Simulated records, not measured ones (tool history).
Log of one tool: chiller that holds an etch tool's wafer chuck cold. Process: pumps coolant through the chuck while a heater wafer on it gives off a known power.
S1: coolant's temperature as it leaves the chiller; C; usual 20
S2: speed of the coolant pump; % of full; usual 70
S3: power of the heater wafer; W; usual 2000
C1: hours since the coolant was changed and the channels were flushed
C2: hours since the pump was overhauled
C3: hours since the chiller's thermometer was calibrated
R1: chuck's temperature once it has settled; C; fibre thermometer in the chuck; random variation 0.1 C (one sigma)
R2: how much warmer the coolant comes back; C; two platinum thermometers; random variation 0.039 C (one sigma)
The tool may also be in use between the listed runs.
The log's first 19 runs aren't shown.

run,day,S1,S2,S3,C1,C2,C3,R1,R2
20,61.204,20,77,2000,2881,289,1350,43.0,7.97
21,64.283,14,77,1865,2955,363,1424,35.8,7.41
22,66.646,20,70,1231,3012,420,1481,34.9,5.41
23,70.267,20,70,1231,3098,506,1568,35.0,5.36
24,73.042,16,77,2612,3165,573,1634,46.4,10.36
# day 73.800: coolant pump overhauled, once more
25,76.462,16,82,1044,3242,64,1711,27.3,3.76
26,79.608,16,82,1044,3318,139,1787,27.4,3.81
27,83.354,16,82,1044,3408,229,1877,27.5,3.76
28,86.854,16,82,1044,3491,313,1961,27.4,3.79
29,89.488,16,67,1965,3555,377,2024,40.4,8.72
30,93.108,24,67,1965,3642,463,2111,48.6,8.74

Forecast each of these 4 alternatives for the next run:
A,97.150,13,70,1003,3739,560,2208,?,?
B,97.150,26,67,1965,3739,560,2208,?,?
C,97.150,24,67,1965,3739,560,2208,?,?
D,97.150,27,97,1902,3739,560,2208,?,?

run,R1,R2
A,25.1,4.29
B,50.4,8.69
C,48.6,8.71
D,46.1,5.77
Without the tool's hidden state the same runs would have given:
run,R1,R2
A,24.5,4.26
B,48.9,8.63
C,47.2,8.65
D,45.0,5.74
